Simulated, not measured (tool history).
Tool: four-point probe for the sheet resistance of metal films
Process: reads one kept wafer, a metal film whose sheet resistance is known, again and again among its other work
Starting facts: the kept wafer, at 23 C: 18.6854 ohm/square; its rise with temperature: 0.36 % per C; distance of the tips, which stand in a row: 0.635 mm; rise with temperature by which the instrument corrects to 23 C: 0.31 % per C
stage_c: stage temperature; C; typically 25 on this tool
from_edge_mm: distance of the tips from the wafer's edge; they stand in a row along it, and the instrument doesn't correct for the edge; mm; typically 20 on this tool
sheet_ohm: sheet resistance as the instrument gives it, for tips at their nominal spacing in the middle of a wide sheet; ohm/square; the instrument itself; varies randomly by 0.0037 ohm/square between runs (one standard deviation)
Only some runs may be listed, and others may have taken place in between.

{"run": 1, "hour": 0.0, "stage_c": 25, "from_edge_mm": 20, "sheet_ohm": 18.668081}
{"run": 2, "hour": 16.2, "stage_c": 25, "from_edge_mm": 20, "sheet_ohm": 18.668732}
{"run": 3, "hour": 26.5, "stage_c": 25, "from_edge_mm": 15, "sheet_ohm": 18.67653}
{"run": 4, "hour": 49.5, "stage_c": 25, "from_edge_mm": 15, "sheet_ohm": 18.683452}
{"run": 5, "hour": 63.1, "stage_c": 25, "from_edge_mm": 15, "sheet_ohm": 18.670145}
{"run": 6, "hour": 74.4, "stage_c": 25, "from_edge_mm": 15, "sheet_ohm": 18.672208}
{"run": 7, "hour": 86.7, "stage_c": 19, "from_edge_mm": 15, "sheet_ohm": 18.61718}
{"run": 8, "hour": 107.7, "stage_c": 27, "from_edge_mm": 20, "sheet_ohm": 18.681406}
{"run": 9, "hour": 128.2, "stage_c": 27, "from_edge_mm": 20, "sheet_ohm": 18.671233}
{"run": 10, "hour": 137.9, "stage_c": 18, "from_edge_mm": 20, "sheet_ohm": 18.604224}
{"run": 11, "hour": 159.3, "stage_c": 18, "from_edge_mm": 20, "sheet_ohm": 18.591184}
{"run": 12, "hour": 172.8, "stage_c": 25, "from_edge_mm": 20, "sheet_ohm": 18.659205}
{"run": 13, "hour": 195.1, "stage_c": 25, "from_edge_mm": 20, "sheet_ohm": 18.659446}
{"run": 14, "hour": 210.0, "stage_c": 25, "from_edge_mm": 31, "sheet_ohm": 18.652347}
{"run": 15, "hour": 221.6, "stage_c": 25, "from_edge_mm": 31, "sheet_ohm": 18.64875}
{"run": 16, "hour": 244.0, "stage_c": 25, "from_edge_mm": 7, "sheet_ohm": 18.732559}
{"run": 17, "hour": 259.9, "stage_c": 25, "from_edge_mm": 39, "sheet_ohm": 18.652999}
{"run": 18, "hour": 269.8, "stage_c": 25, "from_edge_mm": 20, "sheet_ohm": 18.659803}
{"run": 19, "hour": 282.0, "stage_c": 25, "from_edge_mm": 20, "sheet_ohm": 18.656219}
{"run": 20, "hour": 302.7, "stage_c": 25, "from_edge_mm": 20, "sheet_ohm": 18.653989}
{"run": 21, "hour": 325.5, "stage_c": 25, "from_edge_mm": 20, "sheet_ohm": 18.6521}
{"run": 22, "hour": 344.2, "stage_c": 25, "from_edge_mm": 20, "sheet_ohm": 18.649766}
{"run": 23, "hour": 356.5, "stage_c": 25, "from_edge_mm": 20, "sheet_ohm": 18.657607}
{"run": 24, "hour": 371.1, "stage_c": 26, "from_edge_mm": 35, "sheet_ohm": 18.662602}
{"run": 25, "hour": 384.8, "stage_c": 35, "from_edge_mm": 20, "sheet_ohm": 18.740176}
{"run": 26, "hour": 405.0, "stage_c": 25, "from_edge_mm": 11, "sheet_ohm": 18.671112}
{"run": 27, "hour": 417.3, "stage_c": 29, "from_edge_mm": 54, "sheet_ohm": 18.6855}
{"run": 28, "hour": 429.2, "stage_c": 29, "from_edge_mm": 54, "sheet_ohm": 18.68065}
{"run": 29, "hour": 447.0, "stage_c": 26, "from_edge_mm": 18, "sheet_ohm": 18.667224}
{"run": 30, "hour": 468.5, "stage_c": 35, "from_edge_mm": 20, "sheet_ohm": 18.738911}
{"run": 31, "hour": 481.4, "stage_c": 35, "from_edge_mm": 20, "sheet_ohm": 18.741024}
{"run": 32, "hour": 496.2, "stage_c": 35, "from_edge_mm": 8, "sheet_ohm": 18.792262}
{"run": 33, "hour": 513.8, "stage_c": 35, "from_edge_mm": 8, "sheet_ohm": 18.793666}
{"run": 34, "hour": 534.4, "stage_c": 35, "from_edge_mm": 65, "sheet_ohm": 18.730202}
{"run": 35, "hour": 552.4, "stage_c": 35, "from_edge_mm": 65, "sheet_ohm": 18.727589}
{"run": 36, "hour": 574.5, "stage_c": 23, "from_edge_mm": 15, "sheet_ohm": 18.629667}
{"run": 37, "hour": 595.3, "stage_c": 34, "from_edge_mm": 20, "sheet_ohm": 18.734775}
{"run": 38, "hour": 608.5, "stage_c": 20, "from_edge_mm": 16, "sheet_ohm": 18.602226}
{"run": 39, "hour": 621.2, "stage_c": 20, "from_edge_mm": 16, "sheet_ohm": 18.603135}
{"run": 40, "hour": 635.1, "stage_c": 34, "from_edge_mm": 47, "sheet_ohm": 18.715003}
{"run": 41, "hour": 654.6, "stage_c": 20, "from_edge_mm": 15, "sheet_ohm": 18.597325}
{"run": 42, "hour": 672.4, "stage_c": 24, "from_edge_mm": 20, "sheet_ohm": 18.632724}
{"run": 43, "hour": 692.0, "stage_c": 20, "from_edge_mm": 12, "sheet_ohm": 18.618918}
{"run": 44, "hour": 706.9, "stage_c": 25, "from_edge_mm": 3, "sheet_ohm": 19.077259}

Each row is a separate what-if for the run after 44, all from the same tool condition, not one after another. Results?
{"run": "A", "hour": 720.4, "stage_c": 21, "from_edge_mm": 4, "sheet_ohm": "?"}
{"run": "B", "hour": 720.4, "stage_c": 31, "from_edge_mm": 16, "sheet_ohm": "?"}
{"run": "C", "hour": 720.4, "stage_c": 23, "from_edge_mm": 22, "sheet_ohm": "?"}
{"run": "D", "hour": 720.4, "stage_c": 24, "from_edge_mm": 19, "sheet_ohm": "?"}

run=A sheet_ohm=18.840975
run=B sheet_ohm=18.703995
run=C sheet_ohm=18.622275
run=D sheet_ohm=18.629182
Without the tool's unlogged condition, the same runs would have read:
run=A sheet_ohm=18.914919
run=B sheet_ohm=18.777014
run=C sheet_ohm=18.695330
run=D sheet_ohm=18.702218
